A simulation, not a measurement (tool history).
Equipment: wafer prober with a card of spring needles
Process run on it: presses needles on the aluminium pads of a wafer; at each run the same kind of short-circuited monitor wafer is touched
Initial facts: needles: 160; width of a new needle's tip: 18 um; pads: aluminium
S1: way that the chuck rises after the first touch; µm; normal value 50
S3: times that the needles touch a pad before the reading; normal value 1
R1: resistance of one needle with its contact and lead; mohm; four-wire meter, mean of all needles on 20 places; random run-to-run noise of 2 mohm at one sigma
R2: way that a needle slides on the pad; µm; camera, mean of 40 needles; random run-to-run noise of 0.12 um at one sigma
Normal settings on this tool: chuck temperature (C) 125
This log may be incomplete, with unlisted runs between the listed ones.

Run 1, hour 0: usual settings. Result: R1 464 mohm, R2 12.63 µm.
At hour 2.3: tips cleaned on abrasive film.
At hour 11.5: tips cleaned on abrasive film.
At hour 22.9: tips cleaned on abrasive film.
At hour 32.1: tips cleaned on abrasive film.
At hour 41.2: tips cleaned on abrasive film.
At hour 50.4: tips cleaned on abrasive film.
Run 2, hour 55.4: usual settings but S3 3. Result: R1 321 mohm, R2 12.36 µm.
At hour 60: tips cleaned on abrasive film.
At hour 71.4: tips cleaned on abrasive film.
At hour 80.6: tips cleaned on abrasive film.
At hour 92: tips cleaned on abrasive film.
Run 3, hour 95.2: usual settings but S1 45 µm, S3 3. Result: R1 317 mohm, R2 11.01 µm.
At hour 102.1: tips cleaned on abrasive film.
At hour 111.3: tips cleaned on abrasive film.
At hour 120.4: tips cleaned on abrasive film.
At hour 122.8: tips cleaned on abrasive film, once more.
Run 4, hour 131: usual settings but S1 45 µm, S3 3. Result: R1 376 mohm, R2 10.99 µm.
At hour 133.4: tips cleaned on abrasive film.
At hour 142.6: tips cleaned on abrasive film.
At hour 154: tips cleaned on abrasive film.
At hour 163.1: tips cleaned on abrasive film.
At hour 174.5: tips cleaned on abrasive film.
At hour 183.7: tips cleaned on abrasive film.
At hour 195.1: tips cleaned on abrasive film.
At hour 207.1: card fitted with new needles.
At hour 218.5: tips cleaned on abrasive film.
Run 5, hour 225.8: usual settings but S1 45 µm, S3 3. Result: R1 280 mohm, R2 11.39 µm.
At hour 228.1: tips cleaned on abrasive film.
At hour 239.6: tips cleaned on abrasive film.
At hour 251: tips cleaned on abrasive film.
At hour 260.1: tips cleaned on abrasive film.
Run 6, hour 268.4: usual settings but S1 45 µm, S3 3. Result: R1 285 mohm, R2 11.4 µm.
At hour 270.8: tips cleaned on abrasive film.
At hour 279.9: tips cleaned on abrasive film.
At hour 291.4: tips cleaned on abrasive film.
At hour 300.5: tips cleaned on abrasive film.
At hour 309.7: tips cleaned on abrasive film.
At hour 321.1: tips cleaned on abrasive film.
Run 7, hour 325.9: usual settings but S1 45 µm, S3 3. Result: R1 271 mohm, R2 11.36 µm.
At hour 330.5: tips cleaned on abrasive film.
At hour 339.7: tips cleaned on abrasive film.
At hour 348.9: tips cleaned on abrasive film.
At hour 360.3: tips cleaned on abrasive film.
Run 8, hour 363.6: usual settings but chuck temperature (C) 78. Result: R1 306 mohm, R2 12.61 µm.
At hour 370.5: tips cleaned on abrasive film.
At hour 381.9: tips cleaned on abrasive film.
At hour 393.3: tips cleaned on abrasive film.
At hour 404.7: tips cleaned on abrasive film.
At hour 416.1: tips cleaned on abrasive film.
At hour 427.5: tips cleaned on abrasive film.
Run 9, hour 436.4: usual settings but chuck temperature (C) 28. Result: R1 435 mohm, R2 12.48 µm.
At hour 438.8: tips cleaned on abrasive film.
At hour 450.2: tips cleaned on abrasive film.
At hour 461.6: tips cleaned on abrasive film.
At hour 473: tips cleaned on abrasive film.
Run 10, hour 479.4: usual settings but S1 31 µm, chuck temperature (C) 55. Result: R1 665 mohm, R2 7.22 µm.
At hour 484: tips cleaned on abrasive film.
At hour 495.5: tips cleaned on abrasive film.
At hour 506.9: tips cleaned on abrasive film.
At hour 516: tips cleaned on abrasive film.
At hour 525.2: tips cleaned on abrasive film.
At hour 536.6: tips cleaned on abrasive film.
At hour 548: tips cleaned on abrasive film.
At hour 559.4: tips cleaned on abrasive film.
Run 11, hour 559.5: usual settings but chuck temperature (C) 46. Result: R1 221 mohm, R2 11.98 µm.
At hour 568.6: tips cleaned on abrasive film.
At hour 577.8: tips cleaned on abrasive film.
At hour 589.2: tips cleaned on abrasive film.
At hour 600.6: tips cleaned on abrasive film.
Run 12, hour 608.9: usual settings but chuck temperature (C) 46. Result: R1 434 mohm, R2 11.73 µm.
At hour 611.2: tips cleaned on abrasive film.
At hour 622.7: tips cleaned on abrasive film.
At hour 631.8: tips cleaned on abrasive film.
At hour 641: tips cleaned on abrasive film.
At hour 652.4: tips cleaned on abrasive film.
At hour 661.5: tips cleaned on abrasive film.
At hour 670.7: tips cleaned on abrasive film.
Run 13, hour 675: usual settings but chuck temperature (C) 46. Result: R1 359 mohm, R2 11.63 µm.
At hour 681.9: tips cleaned on abrasive film.
At hour 691: tips cleaned on abrasive film.
At hour 700.2: tips cleaned on abrasive film.
At hour 711.6: tips cleaned on abrasive film.
At hour 723: tips cleaned on abrasive film.
At hour 732.2: tips cleaned on abrasive film.
At hour 743.6: tips cleaned on abrasive film.
Run 14, hour 750.5: usual settings but S1 48 µm, chuck temperature (C) 30, S3 2. Result: R1 344 mohm, R2 11.04 µm.
At hour 752.9: tips cleaned on abrasive film.
At hour 764.3: tips cleaned on abrasive film.
At hour 769.2: height of the first contact set anew.
At hour 773.8: tips cleaned on abrasive film.
At hour 785.2: tips cleaned on abrasive film.
At hour 794.4: tips cleaned on abrasive film.
At hour 805.8: tips cleaned on abrasive film.
Run 15, hour 808.2: usual settings but S1 46 µm, chuck temperature (C) 52, S3 2. Result: R1 267 mohm, R2 11.7 µm.

Branching from run 15: 3 alternative next runs. What would each branch give?
At hour 815.1: tips cleaned on abrasive film.
At hour 824.2: tips cleaned on abrasive film.
At hour 833.4: tips cleaned on abrasive film.
At hour 842.5: tips cleaned on abrasive film.
At hour 853.9: tips cleaned on abrasive film.
At hour 865.3: tips cleaned on abrasive film.
At hour 874.5: tips cleaned on abrasive film.
Run A, hour 881.2: usual settings but chuck temperature (C) 35, S3 2. Result: R1 ?, R2 ?.
At hour 815.1: tips cleaned on abrasive film.
At hour 824.2: tips cleaned on abrasive film.
At hour 833.4: tips cleaned on abrasive film.
At hour 842.5: tips cleaned on abrasive film.
At hour 853.9: tips cleaned on abrasive film.
At hour 865.3: tips cleaned on abrasive film.
At hour 874.5: tips cleaned on abrasive film.
Run B, hour 881.2: usual settings but S1 46 µm, chuck temperature (C) 52. Result: R1 ?, R2 ?.
At hour 815.1: tips cleaned on abrasive film.
At hour 824.2: tips cleaned on abrasive film.
At hour 833.4: tips cleaned on abrasive film.
At hour 842.5: tips cleaned on abrasive film.
At hour 853.9: tips cleaned on abrasive film.
At hour 865.3: tips cleaned on abrasive film.
At hour 874.5: tips cleaned on abrasive film.
Run C, hour 881.2: usual settings but chuck temperature (C) 100. Result: R1 ?, R2 ?.

run   R1     R2
  A  311  12.45
  B  418  11.55
  C  382  12.43
Take away the tool's hidden state, keep each run's random variation, and the runs would have read:
run   R1     R2
  A  191  12.75
  B  195  11.85
  C  205  12.72

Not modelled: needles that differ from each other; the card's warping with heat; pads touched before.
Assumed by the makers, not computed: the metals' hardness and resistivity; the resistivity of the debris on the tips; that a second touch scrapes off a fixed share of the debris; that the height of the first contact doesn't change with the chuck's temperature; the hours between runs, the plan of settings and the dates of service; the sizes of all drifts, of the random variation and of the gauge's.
